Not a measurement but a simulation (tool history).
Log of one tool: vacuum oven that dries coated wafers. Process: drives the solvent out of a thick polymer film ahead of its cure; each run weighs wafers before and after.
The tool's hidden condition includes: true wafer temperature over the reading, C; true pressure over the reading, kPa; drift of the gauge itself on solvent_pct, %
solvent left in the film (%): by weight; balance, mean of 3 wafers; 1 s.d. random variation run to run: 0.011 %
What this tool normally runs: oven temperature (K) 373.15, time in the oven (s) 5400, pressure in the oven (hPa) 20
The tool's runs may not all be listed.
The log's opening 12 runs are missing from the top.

| run | hour | oven temperature (K) | time in the oven (s) | pressure in the oven (hPa) | hours of work since the thermocouples were calibrated | hours of work since the vacuum gauge was cleaned of residue | solvent left in the film (%) |
|---|---|---|---|---|---|---|---|
| 13 | 209.5 | 373.15 | 5400 | 20 | 191 | 367 | 3.63 |
| 14 | 220.8 | 373.15 | 5400 | 20 | 198 | 374 | 3.67 |
| 15 | 241.6 | 373.15 | 5400 | 16.3 | 211 | 387 | 3.52 |
| 16 | 252.2 | 373.15 | 5400 | 20 | 218 | 393 | 3.65 |
| 17 | 272.2 | 369.15 | 5400 | 20 | 230 | 406 | 4.43 |
| 18 | 289.4 | 373.15 | 5400 | 20 | 241 | 417 | 3.66 |
| 19 | 309 | 373.15 | 5400 | 20 | 254 | 429 | 3.65 |
| 20 | 330.1 | 367.15 | 5400 | 20 | 267 | 442 | 4.81 |
| 21 | 343.2 | 367.15 | 5400 | 20 | 275 | 450 | 4.81 |
| 22 | 359.1 | 367.15 | 5400 | 20 | 285 | 460 | 4.82 |
| 23 | 378.2 | 373.15 | 5400 | 20 | 297 | 472 | 3.64 |
| 24 | 400.9 | 373.15 | 5400 | 20 | 311 | 487 | 3.64 |
| 25 | 422.6 | 365.15 | 5400 | 14.6 | 325 | 500 | 5.02 |
| 26 | 444.3 | 365.15 | 5400 | 14.6 | 338 | 514 | 5.07 |
| 27 | 463.8 | 373.15 | 6240 | 20.2 | 351 | 526 | 3.12 |
| 28 | 482.3 | 373.15 | 6060 | 14 | 362 | 538 | 3.03 |

What does the tool deliver on the next run?
| 29 | 493.8 | 373.15 | 6060 | 14 | 369 | 545 | ? |

{"run 29": {"solvent left in the film (%)": 3.03}}
If the tool had no hidden condition, the same run with the same run-to-run variation would have returned solvent left in the film (%) 3.03.
